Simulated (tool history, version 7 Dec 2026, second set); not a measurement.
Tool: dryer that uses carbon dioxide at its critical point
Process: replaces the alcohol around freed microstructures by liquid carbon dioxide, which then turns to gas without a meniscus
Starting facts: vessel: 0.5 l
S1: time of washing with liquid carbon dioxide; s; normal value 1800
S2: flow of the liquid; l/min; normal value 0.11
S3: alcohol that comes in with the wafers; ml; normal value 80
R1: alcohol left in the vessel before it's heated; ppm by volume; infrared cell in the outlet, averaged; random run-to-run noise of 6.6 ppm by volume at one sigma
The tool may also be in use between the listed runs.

run 1 day=0 | S1=1800 S2=0.11 S3=80 | R1=575
run 2 day=0.646 | S1=1800 S2=0.11 S3=80 | R1=611
run 3 day=1.133 | S1=1800 S2=0.11 S3=28 | R1=236
run 4 day=1.808 | S1=1800 S2=0.11 S3=28 | R1=249
run 5 day=2.321 | S1=1800 S2=0.184 S3=80 | R1=30
-- day=2.425 inlet filter changed
run 6 day=2.971 | S1=1800 S2=0.184 S3=80 | R1=15
run 7 day=3.65 | S1=1800 S2=0.184 S3=80 | R1=34
run 8 day=4.238 | S1=1800 S2=0.11 S3=80 | R1=367
run 9 day=4.592 | S1=1800 S2=0.11 S3=80 | R1=362
run 10 day=4.892 | S1=1560 S2=0.11 S3=80 | R1=817
run 11 day=5.204 | S1=1560 S2=0.11 S3=80 | R1=840
run 12 day=5.775 | S1=1800 S2=0.11 S3=80 | R1=407
run 13 day=6.121 | S1=1800 S2=0.11 S3=80 | R1=407
run 14 day=6.412 | S1=2820 S2=0.11 S3=80 | R1=31
run 15 day=6.942 | S1=2280 S2=0.11 S3=80 | R1=106
run 16 day=7.429 | S1=2280 S2=0.11 S3=80 | R1=104
run 17 day=7.762 | S1=2280 S2=0.11 S3=80 | R1=114
run 18 day=8.367 | S1=2280 S2=0.154 S3=80 | R1=27
run 19 day=8.788 | S1=2280 S2=0.154 S3=80 | R1=41
run 20 day=9.142 | S1=2280 S2=0.154 S3=80 | R1=18
run 21 day=9.475 | S1=2280 S2=0.154 S3=80 | R1=41
run 22 day=9.908 | S1=1800 S2=0.075 S3=80 | R1=3322
run 23 day=10.558 | S1=1800 S2=0.16 S3=80 | R1=71
run 24 day=10.988 | S1=1680 S2=0.143 S3=42 | R1=102
run 25 day=11.392 | S1=1680 S2=0.143 S3=42 | R1=120
run 26 day=11.675 | S1=1680 S2=0.143 S3=42 | R1=119
run 27 day=11.958 | S1=1680 S2=0.143 S3=93 | R1=218
run 28 day=12.4 | S1=1320 S2=0.168 S3=98 | R1=379
run 29 day=12.75 | S1=1320 S2=0.168 S3=98 | R1=378
run 30 day=13.229 | S1=1320 S2=0.168 S3=98 | R1=392
-- day=13.804 inlet filter changed
run 31 day=13.804 | S1=1800 S2=0.136 S3=80 | R1=89
run 32 day=14.479 | S1=1800 S2=0.136 S3=80 | R1=94
run 33 day=15.004 | S1=1800 S2=0.136 S3=52 | R1=76
run 34 day=15.312 | S1=2760 S2=0.149 S3=42 | R1=35
run 35 day=15.85 | S1=2760 S2=0.114 S3=42 | R1=36
run 36 day=16.371 | S1=2760 S2=0.114 S3=42 | R1=50
run 37 day=16.679 | S1=2760 S2=0.114 S3=42 | R1=46
run 38 day=17.142 | S1=2400 S2=0.114 S3=59 | R1=61
run 39 day=17.45 | S1=1440 S2=0.078 S3=65 | R1=4570
run 40 day=18.075 | S1=1440 S2=0.078 S3=99 | R1=7191
run 41 day=18.371 | S1=1800 S2=0.076 S3=78 | R1=2680
run 42 day=18.892 | S1=1140 S2=0.071 S3=93 | R1=16787
run 43 day=19.475 | S1=1500 S2=0.11 S3=80 | R1=1205
run 44 day=19.938 | S1=1980 S2=0.156 S3=90 | R1=63
run 45 day=20.229 | S1=1980 S2=0.156 S3=90 | R1=59
run 46 day=20.662 | S1=2700 S2=0.183 S3=98 | R1=40

Here are 4 independent what-if runs from the current tool condition. What would each one return?
run A day=21.271 | S1=1920 S2=0.08 S3=27 | R1=?
run B day=21.271 | S1=2760 S2=0.067 S3=54 | R1=?
run C day=21.271 | S1=1380 S2=0.183 S3=38 | R1=?
run D day=21.271 | S1=1440 S2=0.183 S3=22 | R1=?

run=A R1=680
run=B R1=603
run=C R1=80
run=D R1=58
With no hidden state in the tool, these same runs would have given:
run=A R1=416
run=B R1=338
run=C R1=19
run=D R1=8
